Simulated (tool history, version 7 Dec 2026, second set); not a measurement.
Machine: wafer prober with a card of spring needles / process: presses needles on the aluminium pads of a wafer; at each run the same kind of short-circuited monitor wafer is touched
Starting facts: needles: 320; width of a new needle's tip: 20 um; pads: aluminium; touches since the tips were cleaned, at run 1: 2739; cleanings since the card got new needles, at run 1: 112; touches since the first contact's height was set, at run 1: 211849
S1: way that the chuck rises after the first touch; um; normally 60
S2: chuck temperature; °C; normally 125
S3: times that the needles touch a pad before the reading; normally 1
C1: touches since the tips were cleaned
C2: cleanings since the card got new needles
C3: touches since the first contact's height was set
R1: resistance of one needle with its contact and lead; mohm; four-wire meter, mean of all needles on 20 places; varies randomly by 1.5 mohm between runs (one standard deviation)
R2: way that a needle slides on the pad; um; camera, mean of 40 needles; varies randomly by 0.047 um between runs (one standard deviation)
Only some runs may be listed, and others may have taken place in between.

| run | day | S1 | S2 | S3 | C1 | C2 | C3 | R1 | R2 |
|---|---|---|---|---|---|---|---|---|---|
| 1 | 0.000 | 60 | 125 | 1 | 2739 | 112 | 211849 | 270 | 7.09 |
|  | 0.067 | tips cleaned on abrasive film |
|  | 0.379 | tips cleaned on abrasive film |
|  | 0.692 | tips cleaned on abrasive film |
|  | 0.942 | tips cleaned on abrasive film |
| 2 | 0.988 | 60 | 125 | 1 | 691 | 116 | 225668 | 201 | 7.06 |
|  | 1.238 | tips cleaned on abrasive film |
|  | 1.438 | height of the first contact set anew |
|  | 1.500 | tips cleaned on abrasive film |
|  | 1.812 | tips cleaned on abrasive film |
| 3 | 1.838 | 60 | 125 | 1 | 361 | 119 | 5610 | 185 | 6.87 |
|  | 2.088 | tips cleaned on abrasive film |
|  | 2.342 | tips cleaned on abrasive film |
|  | 2.592 | tips cleaned on abrasive film |
|  | 2.842 | tips cleaned on abrasive film |
|  | 3.154 | tips cleaned on abrasive film |
| 4 | 3.354 | 60 | 125 | 1 | 2872 | 124 | 26853 | 299 | 6.91 |
|  | 3.421 | tips cleaned on abrasive film |
|  | 3.671 | tips cleaned on abrasive film |
|  | 3.921 | tips cleaned on abrasive film |
|  | 4.233 | tips cleaned on abrasive film |
|  | 4.367 | height of the first contact set anew, once more |
|  | 4.558 | tips cleaned on abrasive film |
| 5 | 4.742 | 60 | 125 | 1 | 2611 | 129 | 5235 | 267 | 7.42 |
|  | 4.867 | tips cleaned on abrasive film |
|  | 5.117 | tips cleaned on abrasive film |
|  | 5.371 | tips cleaned on abrasive film |
| 6 | 5.496 | 60 | 125 | 1 | 1791 | 132 | 15775 | 226 | 7.50 |
|  | 5.621 | tips cleaned on abrasive film |
|  | 5.871 | tips cleaned on abrasive film |
|  | 6.183 | tips cleaned on abrasive film |
|  | 6.458 | tips cleaned on abrasive film |
| 7 | 6.458 | 65 | 125 | 1 | 0 | 136 | 29253 | 149 | 8.07 |
|  | 6.771 | tips cleaned on abrasive film |
|  | 7.021 | tips cleaned on abrasive film |
|  | 7.271 | tips cleaned on abrasive film |
|  | 7.583 | tips cleaned on abrasive film |
| 8 | 7.667 | 63 | 125 | 1 | 1151 | 140 | 46154 | 211 | 7.71 |
|  | 7.854 | tips cleaned on abrasive film |
|  | 8.104 | tips cleaned on abrasive film |
|  | 8.417 | tips cleaned on abrasive film |
| 9 | 8.583 | 71 | 125 | 1 | 2371 | 143 | 59024 | 227 | 8.62 |
|  | 8.712 | tips cleaned on abrasive film |
|  | 9.021 | tips cleaned on abrasive film |
|  | 9.333 | tips cleaned on abrasive film |
|  | 9.583 | tips cleaned on abrasive film |
|  | 9.896 | tips cleaned on abrasive film |
| 10 | 10.104 | 65 | 125 | 1 | 2959 | 148 | 80357 | 265 | 7.99 |
|  | 10.171 | tips cleaned on abrasive film |
|  | 10.421 | tips cleaned on abrasive film |
|  | 10.733 | tips cleaned on abrasive film |
|  | 10.983 | tips cleaned on abrasive film |
| 11 | 11.004 | 60 | 84 | 1 | 330 | 152 | 92935 | 167 | 7.25 |
|  | 11.258 | tips cleaned on abrasive film |
|  | 11.508 | tips cleaned on abrasive film |
|  | 11.758 | tips cleaned on abrasive film |
| 12 | 11.954 | 60 | 125 | 1 | 2798 | 155 | 106234 | 270 | 7.21 |
|  | 12.021 | tips cleaned on abrasive film |
|  | 12.271 | tips cleaned on abrasive film |
|  | 12.583 | tips cleaned on abrasive film |
| 13 | 12.800 | 60 | 125 | 1 | 3079 | 158 | 118060 | 288 | 7.24 |
|  | 12.862 | tips cleaned on abrasive film |
|  | 13.175 | tips cleaned on abrasive film |
|  | 13.488 | tips cleaned on abrasive film |
| 14 | 13.650 | 45 | 67 | 1 | 2295 | 161 | 129979 | 376 | 5.37 |
|  | 13.775 | tips cleaned on abrasive film |
|  | 14.029 | tips cleaned on abrasive film |
|  | 14.279 | tips cleaned on abrasive film |
| 15 | 14.388 | 43 | 125 | 2 | 1557 | 164 | 140285 | 263 | 5.07 |
|  | 14.575 | tips cleaned on abrasive film |
|  | 14.825 | tips cleaned on abrasive film |
|  | 15.138 | tips cleaned on abrasive film |
|  | 15.388 | tips cleaned on abrasive film |
|  | 15.700 | tips cleaned on abrasive film |
| 16 | 15.900 | 43 | 125 | 1 | 2850 | 169 | 161510 | 431 | 5.06 |
|  | 15.967 | tips cleaned on abrasive film |
|  | 16.217 | tips cleaned on abrasive film |
|  | 16.529 | tips cleaned on abrasive film |
|  | 16.842 | tips cleaned on abrasive film |
|  | 17.092 | tips cleaned on abrasive film |
|  | 17.367 | tips cleaned on abrasive film |
| 17 | 17.367 | 42 | 125 | 1 | 0 | 175 | 181997 | 174 | 4.94 |
|  | 17.679 | tips cleaned on abrasive film |
|  | 17.992 | tips cleaned on abrasive film |
| 18 | 18.158 | 52 | 125 | 1 | 2384 | 177 | 193129 | 346 | 6.05 |
|  | 18.288 | tips cleaned on abrasive film |
|  | 18.538 | tips cleaned on abrasive film |
|  | 18.788 | tips cleaned on abrasive film |
|  | 19.100 | tips cleaned on abrasive film |
|  | 19.412 | tips cleaned on abrasive film |
| 19 | 19.483 | 60 | 117 | 2 | 1049 | 182 | 211678 | 194 | 7.04 |
|  | 19.675 | tips cleaned on abrasive film |
|  | 19.925 | tips cleaned on abrasive film |
|  | 20.238 | tips cleaned on abrasive film |
|  | 20.488 | tips cleaned on abrasive film |
|  | 20.754 | tips cleaned on abrasive film |
| 20 | 20.754 | 60 | 117 | 2 | 0 | 187 | 229427 | 150 | 6.99 |
|  | 20.950 | height of the first contact set anew |
|  | 21.079 | tips cleaned on abrasive film |
|  | 21.392 | tips cleaned on abrasive film |
|  | 21.642 | tips cleaned on abrasive film |
|  | 21.892 | tips cleaned on abrasive film |
| 21 | 22.121 | 41 | 26 | 2 | 3279 | 191 | 16403 | 347 | 5.06 |
|  | 22.188 | tips cleaned on abrasive film |
|  | 22.438 | tips cleaned on abrasive film |
|  | 22.688 | tips cleaned on abrasive film |
|  | 22.938 | tips cleaned on abrasive film |
|  | 23.188 | tips cleaned on abrasive film |
|  | 23.500 | tips cleaned on abrasive film |
| 22 | 23.725 | 48 | 125 | 2 | 3168 | 197 | 38819 | 285 | 5.87 |
|  | 23.788 | tips cleaned on abrasive film |
|  | 24.038 | tips cleaned on abrasive film |
|  | 24.350 | tips cleaned on abrasive film |
|  | 24.662 | tips cleaned on abrasive film |
| 23 | 24.788 | 73 | 73 | 1 | 1767 | 201 | 53710 | 205 | 8.87 |
|  | 24.917 | tips cleaned on abrasive film |
|  | 25.229 | tips cleaned on abrasive film |
|  | 25.479 | tips cleaned on abrasive film |
|  | 25.729 | tips cleaned on abrasive film |
| 24 | 25.858 | 71 | 103 | 1 | 1789 | 205 | 68668 | 219 | 8.59 |
|  | 25.983 | tips cleaned on abrasive film |
|  | 26.233 | tips cleaned on abrasive film |
|  | 26.488 | tips cleaned on abrasive film |
|  | 26.738 | tips cleaned on abrasive film |
|  | 27.046 | tips cleaned on abrasive film |
| 25 | 27.046 | 71 | 118 | 1 | 0 | 210 | 85292 | 144 | 8.55 |

Forecast each of these 3 alternatives for the next run:
|  | 27.358 | tips cleaned on abrasive film |
|  | 27.608 | tips cleaned on abrasive film |
|  | 27.858 | tips cleaned on abrasive film |
| A | 27.862 | 71 | 34 | 1 | 22 | 213 | 96687 | ? | ? |
|  | 27.358 | tips cleaned on abrasive film |
|  | 27.608 | tips cleaned on abrasive film |
|  | 27.858 | tips cleaned on abrasive film |
| B | 27.862 | 71 | 118 | 1 | 22 | 213 | 96687 | ? | ? |
|  | 27.358 | tips cleaned on abrasive film |
|  | 27.608 | tips cleaned on abrasive film |
|  | 27.858 | tips cleaned on abrasive film |
| C | 27.862 | 52 | 63 | 1 | 22 | 213 | 96687 | ? | ? |

| run | R1 | R2 |
|---|---|---|
| A | 134 | 8.65 |
| B | 144 | 8.66 |
| C | 156 | 6.18 |
Stripped of hidden state, with their random variation kept, the same runs would have yielded:
| run | R1 | R2 |
|---|---|---|
| A | 117 | 8.84 |
| B | 129 | 8.85 |
| C | 127 | 6.37 |
